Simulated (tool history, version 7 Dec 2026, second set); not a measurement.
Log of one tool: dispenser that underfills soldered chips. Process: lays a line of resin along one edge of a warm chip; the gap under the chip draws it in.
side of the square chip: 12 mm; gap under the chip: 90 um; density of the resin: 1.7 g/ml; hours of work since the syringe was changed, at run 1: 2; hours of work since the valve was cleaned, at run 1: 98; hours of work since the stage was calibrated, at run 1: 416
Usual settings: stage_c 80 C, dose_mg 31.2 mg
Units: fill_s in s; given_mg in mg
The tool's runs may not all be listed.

| run | day | stage_c | dose_mg | hours of work since the syringe was changed | hours of work since the valve was cleaned | hours of work since the stage was calibrated | fill_s | given_mg |
|---|---|---|---|---|---|---|---|---|
| 1 | 0.000 | 80 | 31.2 | 2 | 98 | 416 | 93.7 | 29.47 |
|  | 0.308 | new syringe of resin |
| 2 | 0.629 | 80 | 39.1 | 6 | 110 | 427 | 109.6 | 36.88 |
|  | 0.758 | new syringe of resin |
|  | 1.162 | new syringe of resin |
| 3 | 1.171 | 83 | 31.2 | 0 | 119 | 436 | 75.3 | 29.27 |
| 4 | 1.521 | 83 | 31.2 | 6 | 125 | 443 | 105.2 | 29.27 |
|  | 1.588 | new syringe of resin |
|  | 1.933 | dispensing valve cleaned and set on the balance |
|  | 2.067 | new syringe of resin |
| 5 | 2.192 | 83 | 31.2 | 2 | 4 | 454 | 80.9 | 30.96 |
|  | 2.500 | new syringe of resin |
| 6 | 2.612 | 83 | 31.2 | 2 | 12 | 461 | 83.0 | 31.08 |
|  | 2.938 | new syringe of resin |
| 7 | 3.258 | 83 | 31.2 | 6 | 23 | 472 | 95.9 | 30.69 |
|  | 3.388 | new syringe of resin |
|  | 3.475 | stage's temperature calibrated |
|  | 3.854 | new syringe of resin |
| 8 | 3.888 | 80 | 26.6 | 1 | 33 | 7 | 94.4 | 26.21 |
| 9 | 4.192 | 80 | 26.6 | 6 | 39 | 13 | 125.7 | 26.12 |
|  | 4.288 | new syringe of resin |
|  | 4.725 | new syringe of resin |
| 10 | 4.746 | 80 | 37.3 | 0 | 48 | 22 | 83.2 | 36.58 |
| 11 | 5.112 | 80 | 37.3 | 7 | 55 | 29 | 121.1 | 36.34 |
|  | 5.154 | new syringe of resin |
|  | 5.600 | new syringe of resin |
| 12 | 5.767 | 80 | 37.3 | 3 | 66 | 40 | 97.0 | 36.02 |
|  | 6.025 | new syringe of resin |
| 13 | 6.054 | 80 | 27.0 | 1 | 71 | 45 | 92.9 | 26.10 |
|  | 6.458 | new syringe of resin |
| 14 | 6.542 | 80 | 27.0 | 1 | 79 | 53 | 97.2 | 25.76 |
|  | 6.892 | new syringe of resin |
| 15 | 7.146 | 80 | 31.3 | 5 | 90 | 64 | 111.5 | 29.87 |
|  | 7.317 | new syringe of resin |
| 16 | 7.462 | 80 | 31.3 | 3 | 95 | 69 | 99.2 | 29.99 |
|  | 7.721 | new syringe of resin |
| 17 | 7.925 | 80 | 31.3 | 4 | 104 | 78 | 105.5 | 29.57 |
|  | 8.133 | new syringe of resin |
| 18 | 8.496 | 77 | 35.0 | 6 | 114 | 88 | 133.8 | 33.05 |
|  | 8.546 | new syringe of resin |
|  | 8.979 | new syringe of resin |
| 19 | 9.075 | 67 | 35.0 | 2 | 123 | 98 | 160.8 | 32.96 |

Run 20 comes next. What will it give?
|  | 9.400 | new syringe of resin |
|  | 9.583 | dispensing valve cleaned and set on the balance |
| 20 | 9.633 | 82 | 38.8 | 3 | 1 | 107 | ? | ? |

{"run 20": {"fill_s": 90.3, "given_mg": 38.69}}
Without the tool's hidden state the same run would have given fill_s 77.6 s, given_mg 38.64 mg.

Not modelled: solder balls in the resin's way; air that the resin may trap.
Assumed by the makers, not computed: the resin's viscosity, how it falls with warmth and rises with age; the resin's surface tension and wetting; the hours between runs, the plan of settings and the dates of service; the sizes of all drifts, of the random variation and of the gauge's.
